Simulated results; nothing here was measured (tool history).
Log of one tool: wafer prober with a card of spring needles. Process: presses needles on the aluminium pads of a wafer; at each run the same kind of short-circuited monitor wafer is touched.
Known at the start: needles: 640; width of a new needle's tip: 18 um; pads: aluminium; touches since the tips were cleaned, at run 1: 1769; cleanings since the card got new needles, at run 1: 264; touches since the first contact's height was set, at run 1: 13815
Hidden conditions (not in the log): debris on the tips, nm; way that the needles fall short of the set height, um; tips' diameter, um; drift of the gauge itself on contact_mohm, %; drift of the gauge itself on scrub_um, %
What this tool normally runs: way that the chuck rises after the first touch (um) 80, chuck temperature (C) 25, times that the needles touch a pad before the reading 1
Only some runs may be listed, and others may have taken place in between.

run,hour,way that the chuck rises after the first touch (um),chuck temperature (C),times that the needles touch a pad before the reading,touches since the tips were cleaned,cleanings since the card got new needles,touches since the first contact's height was set,resistance of one needle with its contact and lead (mohm),way that a needle slides on the pad (um)
1,0,80,25,1,1769,264,13815,229,21.08
# hour 1.2: tips cleaned on abrasive film
# hour 7: tips cleaned on abrasive film
# hour 12.7: tips cleaned on abrasive film
# hour 18.4: tips cleaned on abrasive film
# hour 24.2: tips cleaned on abrasive film
# hour 29.9: tips cleaned on abrasive film
# hour 35.6: tips cleaned on abrasive film
# hour 41.3: tips cleaned on abrasive film
# hour 45.9: tips cleaned on abrasive film
2,47.4,80,25,1,701,273,36417,231,21.07
# hour 50.9: tips cleaned on abrasive film
# hour 56.6: tips cleaned on abrasive film
# hour 62.3: tips cleaned on abrasive film
# hour 68.1: tips cleaned on abrasive film
# hour 72.7: tips cleaned on abrasive film
# hour 84.7: card fitted with new needles
# hour 90.4: tips cleaned on abrasive film
# hour 96.1: tips cleaned on abrasive film
# hour 100.7: tips cleaned on abrasive film
# hour 106.5: tips cleaned on abrasive film
# hour 112.2: tips cleaned on abrasive film
# hour 116.8: tips cleaned on abrasive film
# hour 122.5: tips cleaned on abrasive film
# hour 128.3: tips cleaned on abrasive film
# hour 132.9: tips cleaned on abrasive film
3,136.4,80,25,1,1717,9,24714,232,21.03
# hour 137.6: tips cleaned on abrasive film
# hour 143.4: tips cleaned on abrasive film
# hour 149.1: tips cleaned on abrasive film
# hour 154.8: tips cleaned on abrasive film
# hour 159.4: tips cleaned on abrasive film
# hour 165.2: tips cleaned on abrasive film
# hour 170.9: tips cleaned on abrasive film
# hour 176.6: tips cleaned on abrasive film
# hour 182.4: tips cleaned on abrasive film
# hour 188.1: tips cleaned on abrasive film
# hour 193.8: tips cleaned on abrasive film
# hour 198.4: tips cleaned on abrasive film
# hour 204.2: tips cleaned on abrasive film
# hour 208.8: tips cleaned on abrasive film
# hour 214.5: tips cleaned on abrasive film
# hour 219.1: tips cleaned on abrasive film
4,222.6,80,25,2,1708,25,65850,226,21.06
# hour 223.9: tips cleaned on abrasive film
# hour 229.6: tips cleaned on abrasive film
# hour 234.2: tips cleaned on abrasive film
# hour 239.9: tips cleaned on abrasive film
# hour 244.5: tips cleaned on abrasive film
# hour 249.1: tips cleaned on abrasive film
# hour 254.9: tips cleaned on abrasive film
# hour 259.5: tips cleaned on abrasive film
# hour 265.2: tips cleaned on abrasive film
# hour 270.9: tips cleaned on abrasive film
5,274,80,25,1,1495,35,90345,230,21.14
# hour 276.4: tips cleaned on abrasive film
# hour 282.1: tips cleaned on abrasive film
# hour 287.8: tips cleaned on abrasive film
# hour 292.4: tips cleaned on abrasive film
# hour 298.2: tips cleaned on abrasive film
# hour 303.9: tips cleaned on abrasive film
# hour 309.6: tips cleaned on abrasive film
# hour 315.4: tips cleaned on abrasive film
# hour 321.1: tips cleaned on abrasive film
# hour 326.8: tips cleaned on abrasive film
# hour 332.6: tips cleaned on abrasive film
# hour 338.3: tips cleaned on abrasive film
6,338.9,80,25,1,282,47,121289,230,21.12
# hour 343.5: tips cleaned on abrasive film
# hour 348.1: tips cleaned on abrasive film
# hour 353.8: tips cleaned on abrasive film
# hour 359.5: tips cleaned on abrasive film
# hour 365.3: tips cleaned on abrasive film
# hour 368.9: height of the first contact set anew
# hour 371.3: tips cleaned on abrasive film
# hour 377: tips cleaned on abrasive film
# hour 382.8: tips cleaned on abrasive film
# hour 388.5: tips cleaned on abrasive film
# hour 393.1: tips cleaned on abrasive film
# hour 398.8: tips cleaned on abrasive film
# hour 404.6: tips cleaned on abrasive film
7,407.3,80,25,1,1328,59,18302,232,20.94
# hour 409.6: tips cleaned on abrasive film
# hour 415.4: tips cleaned on abrasive film
# hour 421.1: tips cleaned on abrasive film
# hour 426.8: tips cleaned on abrasive film
# hour 432.6: tips cleaned on abrasive film
# hour 438.3: tips cleaned on abrasive film
# hour 444: tips cleaned on abrasive film
# hour 449.8: tips cleaned on abrasive film
# hour 454.4: tips cleaned on abrasive film
# hour 460.1: tips cleaned on abrasive film
# hour 465.8: tips cleaned on abrasive film
# hour 471.6: tips cleaned on abrasive film
# hour 476.2: tips cleaned on abrasive film
# hour 481.9: tips cleaned on abrasive film
# hour 487.6: tips cleaned on abrasive film
# hour 493.4: tips cleaned on abrasive film
# hour 499.1: tips cleaned on abrasive film
8,499.8,80,25,1,323,76,62429,233,20.98
# hour 504.4: tips cleaned on abrasive film
# hour 510.1: tips cleaned on abrasive film
# hour 515.8: tips cleaned on abrasive film
# hour 521.6: tips cleaned on abrasive film
# hour 527.3: tips cleaned on abrasive film
# hour 533: tips cleaned on abrasive film
# hour 538.8: tips cleaned on abrasive film
# hour 543.4: tips cleaned on abrasive film
# hour 549.1: tips cleaned on abrasive film
# hour 554.8: tips cleaned on abrasive film
# hour 560.6: tips cleaned on abrasive film
# hour 566.3: tips cleaned on abrasive film
# hour 572: tips cleaned on abrasive film
# hour 577.7: tips cleaned on abrasive film
9,577.9,60,46,2,79,90,99740,242,15.76
# hour 582.5: tips cleaned on abrasive film
# hour 588.2: tips cleaned on abrasive film
# hour 594: tips cleaned on abrasive film
# hour 599.7: tips cleaned on abrasive film
# hour 605.4: tips cleaned on abrasive film
# hour 611.2: tips cleaned on abrasive film
# hour 615.8: tips cleaned on abrasive film
10,618.7,80,25,3,1412,97,119218,229,21.07
# hour 621: tips cleaned on abrasive film
# hour 626.8: tips cleaned on abrasive film
# hour 631.4: tips cleaned on abrasive film
# hour 637.1: tips cleaned on abrasive film
# hour 642.8: tips cleaned on abrasive film
# hour 648.6: tips cleaned on abrasive film
# hour 653.4: height of the first contact set anew
# hour 654.6: tips cleaned on abrasive film
# hour 659.2: tips cleaned on abrasive film
# hour 664.9: tips cleaned on abrasive film
# hour 670.1: tips cleaned on abrasive film
11,670.1,71,25,3,0,107,7947,227,18.69
# hour 675.8: tips cleaned on abrasive film
# hour 681.6: tips cleaned on abrasive film
# hour 686.2: tips cleaned on abrasive film
# hour 691.9: tips cleaned on abrasive film
# hour 697.6: tips cleaned on abrasive film
# hour 703.4: tips cleaned on abrasive film
# hour 709.1: tips cleaned on abrasive film
# hour 714.8: tips cleaned on abrasive film
# hour 720.6: tips cleaned on abrasive film
# hour 726.3: tips cleaned on abrasive film
# hour 730.9: tips cleaned on abrasive film
# hour 736.6: tips cleaned on abrasive film
12,740,71,25,3,1651,119,41354,230,18.63
# hour 741.3: tips cleaned on abrasive film
# hour 747.1: tips cleaned on abrasive film
# hour 752.8: tips cleaned on abrasive film
# hour 758.5: tips cleaned on abrasive film
# hour 763.1: tips cleaned on abrasive film
# hour 768.9: tips cleaned on abrasive film
# hour 774.6: tips cleaned on abrasive film
# hour 780.3: tips cleaned on abrasive film
# hour 786.1: tips cleaned on abrasive film
# hour 791.8: tips cleaned on abrasive film
# hour 797.5: tips cleaned on abrasive film
# hour 802.1: tips cleaned on abrasive film
# hour 807.9: tips cleaned on abrasive film
# hour 813.6: tips cleaned on abrasive film
# hour 819.3: tips cleaned on abrasive film
13,822,80,45,3,1324,134,80495,232,21.04
# hour 824.4: tips cleaned on abrasive film
# hour 830.1: tips cleaned on abrasive film
# hour 835.9: tips cleaned on abrasive film
# hour 841.6: tips cleaned on abrasive film
# hour 847.3: tips cleaned on abrasive film
# hour 853: tips cleaned on abrasive film
# hour 857.7: tips cleaned on abrasive film
# hour 863.4: tips cleaned on abrasive film
14,865.1,80,45,3,827,142,101033,236,20.96
# hour 868.6: tips cleaned on abrasive film
# hour 874.3: tips cleaned on abrasive film
# hour 880: tips cleaned on abrasive film
# hour 885.8: tips cleaned on abrasive film
# hour 891.5: tips cleaned on abrasive film
# hour 896.1: tips cleaned on abrasive film
# hour 901.8: tips cleaned on abrasive film
# hour 907.6: tips cleaned on abrasive film
# hour 913.3: tips cleaned on abrasive film
# hour 919: tips cleaned on abrasive film
# hour 924.8: tips cleaned on abrasive film
# hour 930.5: tips cleaned on abrasive film
15,934.5,77,25,1,1973,154,134217,232,20.18

For each entry between runs, how does the tool's hidden state at the last listed run before it compare with that at the first listed run after it?
Between runs 1 and 2: tips cleaned on abrasive film (hour 1.2); tips cleaned on abrasive film (hour 7); tips cleaned on abrasive film (hour 12.7); tips cleaned on abrasive film (hour 18.4); tips cleaned on abrasive film (hour 24.2); tips cleaned on abrasive film (hour 29.9); tips cleaned on abrasive film (hour 35.6); tips cleaned on abrasive film (hour 41.3); tips cleaned on abrasive film (hour 45.9)
  debris on the tips, nm: 1 -> 0.6; way that the needles fall short of the set height, um: 0 -> 0.01
Between runs 2 and 3: tips cleaned on abrasive film (hour 50.9); tips cleaned on abrasive film (hour 56.6); tips cleaned on abrasive film (hour 62.3); tips cleaned on abrasive film (hour 68.1); tips cleaned on abrasive film (hour 72.7); card fitted with new needles (hour 84.7); tips cleaned on abrasive film (hour 90.4); tips cleaned on abrasive film (hour 96.1); tips cleaned on abrasive film (hour 100.7); tips cleaned on abrasive film (hour 106.5); tips cleaned on abrasive film (hour 112.2); tips cleaned on abrasive film (hour 116.8); tips cleaned on abrasive film (hour 122.5); tips cleaned on abrasive film (hour 128.3); tips cleaned on abrasive film (hour 132.9)
  debris on the tips, nm: 0.6 -> 1; way that the needles fall short of the set height, um: 0.01 -> 0; tips' diameter, um: 18.04 -> 18
Between runs 3 and 4: tips cleaned on abrasive film (hour 137.6); tips cleaned on abrasive film (hour 143.4); tips cleaned on abrasive film (hour 149.1); tips cleaned on abrasive film (hour 154.8); tips cleaned on abrasive film (hour 159.4); tips cleaned on abrasive film (hour 165.2); tips cleaned on abrasive film (hour 170.9); tips cleaned on abrasive film (hour 176.6); tips cleaned on abrasive film (hour 182.4); tips cleaned on abrasive film (hour 188.1); tips cleaned on abrasive film (hour 193.8); tips cleaned on abrasive film (hour 198.4); tips cleaned on abrasive film (hour 204.2); tips cleaned on abrasive film (hour 208.8); tips cleaned on abrasive film (hour 214.5); tips cleaned on abrasive film (hour 219.1)
  way that the needles fall short of the set height, um: 0 -> 0.01
Between runs 4 and 5: tips cleaned on abrasive film (hour 223.9); tips cleaned on abrasive film (hour 229.6); tips cleaned on abrasive film (hour 234.2); tips cleaned on abrasive film (hour 239.9); tips cleaned on abrasive film (hour 244.5); tips cleaned on abrasive film (hour 249.1); tips cleaned on abrasive film (hour 254.9); tips cleaned on abrasive film (hour 259.5); tips cleaned on abrasive film (hour 265.2); tips cleaned on abrasive film (hour 270.9)
  debris on the tips, nm: 1 -> 0.9; way that the needles fall short of the set height, um: 0.01 -> 0.02; tips' diameter, um: 18 -> 18.01
Between runs 5 and 6: tips cleaned on abrasive film (hour 276.4); tips cleaned on abrasive film (hour 282.1); tips cleaned on abrasive film (hour 287.8); tips cleaned on abrasive film (hour 292.4); tips cleaned on abrasive film (hour 298.2); tips cleaned on abrasive film (hour 303.9); tips cleaned on abrasive film (hour 309.6); tips cleaned on abrasive film (hour 315.4); tips cleaned on abrasive film (hour 321.1); tips cleaned on abrasive film (hour 326.8); tips cleaned on abrasive film (hour 332.6); tips cleaned on abrasive film (hour 338.3)
  debris on the tips, nm: 0.9 -> 0.3
Between runs 6 and 7: tips cleaned on abrasive film (hour 343.5); tips cleaned on abrasive film (hour 348.1); tips cleaned on abrasive film (hour 353.8); tips cleaned on abrasive film (hour 359.5); tips cleaned on abrasive film (hour 365.3); height of the first contact set anew (hour 368.9); tips cleaned on abrasive film (hour 371.3); tips cleaned on abrasive film (hour 377); tips cleaned on abrasive film (hour 382.8); tips cleaned on abrasive film (hour 388.5); tips cleaned on abrasive film (hour 393.1); tips cleaned on abrasive film (hour 398.8); tips cleaned on abrasive film (hour 404.6)
  debris on the tips, nm: 0.3 -> 0.8; way that the needles fall short of the set height, um: 0.02 -> 0
Between runs 7 and 8: tips cleaned on abrasive film (hour 409.6); tips cleaned on abrasive film (hour 415.4); tips cleaned on abrasive film (hour 421.1); tips cleaned on abrasive film (hour 426.8); tips cleaned on abrasive film (hour 432.6); tips cleaned on abrasive film (hour 438.3); tips cleaned on abrasive film (hour 444); tips cleaned on abrasive film (hour 449.8); tips cleaned on abrasive film (hour 454.4); tips cleaned on abrasive film (hour 460.1); tips cleaned on abrasive film (hour 465.8); tips cleaned on abrasive film (hour 471.6); tips cleaned on abrasive film (hour 476.2); tips cleaned on abrasive film (hour 481.9); tips cleaned on abrasive film (hour 487.6); tips cleaned on abrasive film (hour 493.4); tips cleaned on abrasive film (hour 499.1)
  debris on the tips, nm: 0.8 -> 0.3; way that the needles fall short of the set height, um: 0 -> 0.01
Between runs 8 and 9: tips cleaned on abrasive film (hour 504.4); tips cleaned on abrasive film (hour 510.1); tips cleaned on abrasive film (hour 515.8); tips cleaned on abrasive film (hour 521.6); tips cleaned on abrasive film (hour 527.3); tips cleaned on abrasive film (hour 533); tips cleaned on abrasive film (hour 538.8); tips cleaned on abrasive film (hour 543.4); tips cleaned on abrasive film (hour 549.1); tips cleaned on abrasive film (hour 554.8); tips cleaned on abrasive film (hour 560.6); tips cleaned on abrasive film (hour 566.3); tips cleaned on abrasive film (hour 572); tips cleaned on abrasive film (hour 577.7)
  debris on the tips, nm: 0.3 -> 0.2; way that the needles fall short of the set height, um: 0.01 -> 0.02
Between runs 9 and 10: tips cleaned on abrasive film (hour 582.5); tips cleaned on abrasive film (hour 588.2); tips cleaned on abrasive film (hour 594); tips cleaned on abrasive film (hour 599.7); tips cleaned on abrasive film (hour 605.4); tips cleaned on abrasive film (hour 611.2); tips cleaned on abrasive film (hour 615.8)
  debris on the tips, nm: 0.2 -> 0.8; tips' diameter, um: 18.01 -> 18.02
Between runs 10 and 11: tips cleaned on abrasive film (hour 621); tips cleaned on abrasive film (hour 626.8); tips cleaned on abrasive film (hour 631.4); tips cleaned on abrasive film (hour 637.1); tips cleaned on abrasive film (hour 642.8); tips cleaned on abrasive film (hour 648.6); height of the first contact set anew (hour 653.4); tips cleaned on abrasive film (hour 654.6); tips cleaned on abrasive film (hour 659.2); tips cleaned on abrasive film (hour 664.9); tips cleaned on abrasive film (hour 670.1)
  debris on the tips, nm: 0.8 -> 0.1; way that the needles fall short of the set height, um: 0.02 -> 0
Between runs 11 and 12: tips cleaned on abrasive film (hour 675.8); tips cleaned on abrasive film (hour 681.6); tips cleaned on abrasive film (hour 686.2); tips cleaned on abrasive film (hour 691.9); tips cleaned on abrasive film (hour 697.6); tips cleaned on abrasive film (hour 703.4); tips cleaned on abrasive film (hour 709.1); tips cleaned on abrasive film (hour 714.8); tips cleaned on abrasive film (hour 720.6); tips cleaned on abrasive film (hour 726.3); tips cleaned on abrasive film (hour 730.9); tips cleaned on abrasive film (hour 736.6)
  debris on the tips, nm: 0.1 -> 0.9; way that the needles fall short of the set height, um: 0 -> 0.01
Between runs 12 and 13: tips cleaned on abrasive film (hour 741.3); tips cleaned on abrasive film (hour 747.1); tips cleaned on abrasive film (hour 752.8); tips cleaned on abrasive film (hour 758.5); tips cleaned on abrasive film (hour 763.1); tips cleaned on abrasive film (hour 768.9); tips cleaned on abrasive film (hour 774.6); tips cleaned on abrasive film (hour 780.3); tips cleaned on abrasive film (hour 786.1); tips cleaned on abrasive film (hour 791.8); tips cleaned on abrasive film (hour 797.5); tips cleaned on abrasive film (hour 802.1); tips cleaned on abrasive film (hour 807.9); tips cleaned on abrasive film (hour 813.6); tips cleaned on abrasive film (hour 819.3)
  debris on the tips, nm: 0.9 -> 0.8
Between runs 13 and 14: tips cleaned on abrasive film (hour 824.4); tips cleaned on abrasive film (hour 830.1); tips cleaned on abrasive film (hour 835.9); tips cleaned on abrasive film (hour 841.6); tips cleaned on abrasive film (hour 847.3); tips cleaned on abrasive film (hour 853); tips cleaned on abrasive film (hour 857.7); tips cleaned on abrasive film (hour 863.4)
  debris on the tips, nm: 0.8 -> 0.6; way that the needles fall short of the set height, um: 0.01 -> 0.02
Between runs 14 and 15: tips cleaned on abrasive film (hour 868.6); tips cleaned on abrasive film (hour 874.3); tips cleaned on abrasive film (hour 880); tips cleaned on abrasive film (hour 885.8); tips cleaned on abrasive film (hour 891.5); tips cleaned on abrasive film (hour 896.1); tips cleaned on abrasive film (hour 901.8); tips cleaned on abrasive film (hour 907.6); tips cleaned on abrasive film (hour 913.3); tips cleaned on abrasive film (hour 919); tips cleaned on abrasive film (hour 924.8); tips cleaned on abrasive film (hour 930.5)
  debris on the tips, nm: 0.6 -> 1
